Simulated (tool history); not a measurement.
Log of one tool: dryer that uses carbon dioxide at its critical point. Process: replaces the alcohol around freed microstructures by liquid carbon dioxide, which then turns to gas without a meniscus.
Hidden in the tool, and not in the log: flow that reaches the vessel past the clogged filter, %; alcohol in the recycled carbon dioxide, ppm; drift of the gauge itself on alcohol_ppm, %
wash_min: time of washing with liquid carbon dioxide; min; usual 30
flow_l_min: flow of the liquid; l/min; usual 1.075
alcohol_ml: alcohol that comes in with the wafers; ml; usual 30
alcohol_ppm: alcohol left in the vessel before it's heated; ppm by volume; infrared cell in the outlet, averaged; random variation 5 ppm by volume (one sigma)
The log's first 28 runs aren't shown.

run,day,wash_min,flow_l_min,alcohol_ml,hours of work since the filter was changed,hours of work since the purifier's bed was changed,alcohol_ppm
29,38.438,30,0.720,90,230,448,517
30,40.221,30,0.720,90,249,468,517
31,41.471,30,0.720,90,262,481,536
32,42.471,21,1.030,30,273,492,248
# day 42.621: inlet filter changed
33,43.558,31,1.030,45,10,503,141
34,44.375,31,1.190,74,19,512,125
35,45.996,31,1.190,74,36,529,132
36,47.838,31,1.070,111,56,549,166
37,49.083,31,0.900,37,69,562,158
38,50.779,31,0.900,37,88,581,174
39,51.633,18,1.075,30,97,590,315

5 ways to go on from here, each from the tool as it stands after run 39. What would each give?
A,53.242,19,1.260,30,114,607,?
B,53.242,18,1.180,45,114,607,?
C,53.242,22,0.900,30,114,607,?
D,53.242,28,1.075,69,114,607,?
E,53.242,30,1.270,30,114,607,?

run,alcohol_ppm
A,212
B,346
C,298
D,189
E,131
Without the tool's hidden state the same runs would have given:
run,alcohol_ppm
A,71
B,189
C,147
D,47
E,1
